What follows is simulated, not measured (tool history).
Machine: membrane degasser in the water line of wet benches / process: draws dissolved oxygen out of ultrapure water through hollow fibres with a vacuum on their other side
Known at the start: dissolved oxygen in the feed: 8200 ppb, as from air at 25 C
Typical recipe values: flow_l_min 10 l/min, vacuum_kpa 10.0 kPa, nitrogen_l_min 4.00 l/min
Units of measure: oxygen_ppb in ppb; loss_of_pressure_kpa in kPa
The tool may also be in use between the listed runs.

{"run": 1, "day": 0.0, "flow_l_min": 10, "vacuum_kpa": 10.0, "nitrogen_l_min": 4.0, "oxygen_ppb": 68.0, "loss_of_pressure_kpa": 71.1}
{"run": 2, "day": 2.95, "flow_l_min": 10, "vacuum_kpa": 10.0, "nitrogen_l_min": 4.0, "oxygen_ppb": 70.4, "loss_of_pressure_kpa": 70.77}
{"run": 3, "day": 4.362, "flow_l_min": 9, "vacuum_kpa": 10.0, "nitrogen_l_min": 4.0, "oxygen_ppb": 59.5, "loss_of_pressure_kpa": 63.93}
{"run": 4, "day": 6.842, "flow_l_min": 10, "vacuum_kpa": 10.0, "nitrogen_l_min": 4.0, "oxygen_ppb": 70.3, "loss_of_pressure_kpa": 70.94}
{"run": 5, "day": 8.325, "flow_l_min": 9, "vacuum_kpa": 10.0, "nitrogen_l_min": 4.0, "oxygen_ppb": 59.5, "loss_of_pressure_kpa": 64.04}
{"run": 6, "day": 10.767, "flow_l_min": 9, "vacuum_kpa": 10.0, "nitrogen_l_min": 4.0, "oxygen_ppb": 59.8, "loss_of_pressure_kpa": 63.81}
{"run": 7, "day": 13.55, "flow_l_min": 10, "vacuum_kpa": 11.5, "nitrogen_l_min": 4.0, "oxygen_ppb": 79.3, "loss_of_pressure_kpa": 70.78}
{"run": 8, "day": 16.479, "flow_l_min": 10, "vacuum_kpa": 11.5, "nitrogen_l_min": 4.0, "oxygen_ppb": 80.3, "loss_of_pressure_kpa": 70.94}
{"run": 9, "day": 18.446, "flow_l_min": 10, "vacuum_kpa": 11.5, "nitrogen_l_min": 4.0, "oxygen_ppb": 79.8, "loss_of_pressure_kpa": 70.84}
{"run": 10, "day": 21.317, "flow_l_min": 10, "vacuum_kpa": 10.0, "nitrogen_l_min": 1.71, "oxygen_ppb": 126.6, "loss_of_pressure_kpa": 71.28}
{"run": 11, "day": 23.958, "flow_l_min": 10, "vacuum_kpa": 10.0, "nitrogen_l_min": 1.71, "oxygen_ppb": 124.1, "loss_of_pressure_kpa": 71.32}
{"run": 12, "day": 26.288, "flow_l_min": 10, "vacuum_kpa": 10.0, "nitrogen_l_min": 1.71, "oxygen_ppb": 123.5, "loss_of_pressure_kpa": 71.27}
{"run": 13, "day": 28.479, "flow_l_min": 10, "vacuum_kpa": 10.0, "nitrogen_l_min": 1.71, "oxygen_ppb": 126.7, "loss_of_pressure_kpa": 71.2}
{"run": 14, "day": 31.308, "flow_l_min": 8, "vacuum_kpa": 10.0, "nitrogen_l_min": 4.0, "oxygen_ppb": 51.4, "loss_of_pressure_kpa": 56.95}
{"run": 15, "day": 34.488, "flow_l_min": 8, "vacuum_kpa": 10.0, "nitrogen_l_min": 4.0, "oxygen_ppb": 51.6, "loss_of_pressure_kpa": 57.29}
{"run": 16, "day": 37.667, "flow_l_min": 10, "vacuum_kpa": 10.0, "nitrogen_l_min": 4.0, "oxygen_ppb": 73.1, "loss_of_pressure_kpa": 71.47}
{"run": 17, "day": 40.05, "flow_l_min": 10, "vacuum_kpa": 10.0, "nitrogen_l_min": 4.0, "oxygen_ppb": 72.6, "loss_of_pressure_kpa": 71.86}
{"day": 40.292, "done": "vacuum gauge calibrated"}
{"run": 18, "day": 43.158, "flow_l_min": 6, "vacuum_kpa": 10.0, "nitrogen_l_min": 3.98, "oxygen_ppb": 35.0, "loss_of_pressure_kpa": 42.55}
{"run": 19, "day": 45.638, "flow_l_min": 10, "vacuum_kpa": 15.7, "nitrogen_l_min": 3.22, "oxygen_ppb": 124.9, "loss_of_pressure_kpa": 71.56}
{"day": 47.483, "done": "vacuum gauge calibrated, once more"}
{"run": 20, "day": 48.092, "flow_l_min": 7, "vacuum_kpa": 11.2, "nitrogen_l_min": 4.65, "oxygen_ppb": 43.3, "loss_of_pressure_kpa": 49.92}
{"run": 21, "day": 50.821, "flow_l_min": 7, "vacuum_kpa": 11.2, "nitrogen_l_min": 4.65, "oxygen_ppb": 44.0, "loss_of_pressure_kpa": 49.96}
{"run": 22, "day": 52.675, "flow_l_min": 10, "vacuum_kpa": 12.8, "nitrogen_l_min": 3.2, "oxygen_ppb": 102.0, "loss_of_pressure_kpa": 71.5}
{"run": 23, "day": 54.371, "flow_l_min": 7, "vacuum_kpa": 12.8, "nitrogen_l_min": 3.2, "oxygen_ppb": 66.5, "loss_of_pressure_kpa": 49.72}
{"run": 24, "day": 56.229, "flow_l_min": 11, "vacuum_kpa": 10.0, "nitrogen_l_min": 4.0, "oxygen_ppb": 82.1, "loss_of_pressure_kpa": 78.49}
{"run": 25, "day": 58.479, "flow_l_min": 11, "vacuum_kpa": 10.0, "nitrogen_l_min": 4.0, "oxygen_ppb": 80.3, "loss_of_pressure_kpa": 79.03}
{"run": 26, "day": 61.854, "flow_l_min": 12, "vacuum_kpa": 10.0, "nitrogen_l_min": 5.85, "oxygen_ppb": 77.0, "loss_of_pressure_kpa": 86.14}
{"run": 27, "day": 64.288, "flow_l_min": 9, "vacuum_kpa": 15.1, "nitrogen_l_min": 3.08, "oxygen_ppb": 111.2, "loss_of_pressure_kpa": 64.68}
{"run": 28, "day": 66.604, "flow_l_min": 10, "vacuum_kpa": 12.4, "nitrogen_l_min": 7.03, "oxygen_ppb": 62.2, "loss_of_pressure_kpa": 72.01}
{"run": 29, "day": 68.079, "flow_l_min": 11, "vacuum_kpa": 10.0, "nitrogen_l_min": 4.0, "oxygen_ppb": 80.6, "loss_of_pressure_kpa": 78.97}
{"run": 30, "day": 71.379, "flow_l_min": 14, "vacuum_kpa": 10.0, "nitrogen_l_min": 1.87, "oxygen_ppb": 179.8, "loss_of_pressure_kpa": 100.6}
{"run": 31, "day": 73.604, "flow_l_min": 14, "vacuum_kpa": 10.0, "nitrogen_l_min": 1.87, "oxygen_ppb": 178.8, "loss_of_pressure_kpa": 100.57}
{"run": 32, "day": 75.158, "flow_l_min": 10, "vacuum_kpa": 8.6, "nitrogen_l_min": 6.87, "oxygen_ppb": 48.9, "loss_of_pressure_kpa": 71.82}

Below, each run's measurement less what the same run would have read without the hidden state. Both values contain the same run-to-run variation, but the gauge's scatter may not be the same in both:
What the log doesn't record here: membrane still open, %; true pressure behind the membrane over the reading, kPa; air that leaks in behind the membrane, l/min; drift of the gauge itself on oxygen_ppb, %; drift of the gauge itself on loss_of_pressure_kpa, %.
run=1 oxygen_ppb=+4.3 loss_of_pressure_kpa=+1.85
run=2 oxygen_ppb=+4.6 loss_of_pressure_kpa=+1.89
run=3 oxygen_ppb=+3.9 loss_of_pressure_kpa=+1.72
run=4 oxygen_ppb=+4.8 loss_of_pressure_kpa=+1.96
run=5 oxygen_ppb=+4.1 loss_of_pressure_kpa=+1.79
run=6 oxygen_ppb=+4.1 loss_of_pressure_kpa=+1.82
run=7 oxygen_ppb=+5.1 loss_of_pressure_kpa=+2.06
run=8 oxygen_ppb=+5.3 loss_of_pressure_kpa=+2.10
run=9 oxygen_ppb=+5.4 loss_of_pressure_kpa=+2.14
run=10 oxygen_ppb=+6.4 loss_of_pressure_kpa=+2.19
run=11 oxygen_ppb=+6.4 loss_of_pressure_kpa=+2.24
run=12 oxygen_ppb=+6.4 loss_of_pressure_kpa=+2.28
run=13 oxygen_ppb=+6.7 loss_of_pressure_kpa=+2.30
run=14 oxygen_ppb=+4.1 loss_of_pressure_kpa=+1.89
run=15 oxygen_ppb=+4.1 loss_of_pressure_kpa=+1.93
run=16 oxygen_ppb=+6.3 loss_of_pressure_kpa=+2.46
run=17 oxygen_ppb=+6.4 loss_of_pressure_kpa=+2.51
run=18 oxygen_ppb=+2.9 loss_of_pressure_kpa=+1.52
run=19 oxygen_ppb=+7.3 loss_of_pressure_kpa=+2.60
run=20 oxygen_ppb=+3.4 loss_of_pressure_kpa=+1.85
run=21 oxygen_ppb=+3.5 loss_of_pressure_kpa=+1.86
run=22 oxygen_ppb=+6.6 loss_of_pressure_kpa=+2.70
run=23 oxygen_ppb=+4.0 loss_of_pressure_kpa=+1.90
run=24 oxygen_ppb=+7.5 loss_of_pressure_kpa=+3.04
run=25 oxygen_ppb=+7.5 loss_of_pressure_kpa=+3.09
run=26 oxygen_ppb=+8.8 loss_of_pressure_kpa=+3.42
run=27 oxygen_ppb=+6.5 loss_of_pressure_kpa=+2.62
run=28 oxygen_ppb=+6.7 loss_of_pressure_kpa=+2.95
run=29 oxygen_ppb=+7.9 loss_of_pressure_kpa=+3.26
run=30 oxygen_ppb=+12.5 loss_of_pressure_kpa=+4.21
run=31 oxygen_ppb=+12.5 loss_of_pressure_kpa=+4.27
run=32 oxygen_ppb=+6.9 loss_of_pressure_kpa=+3.07
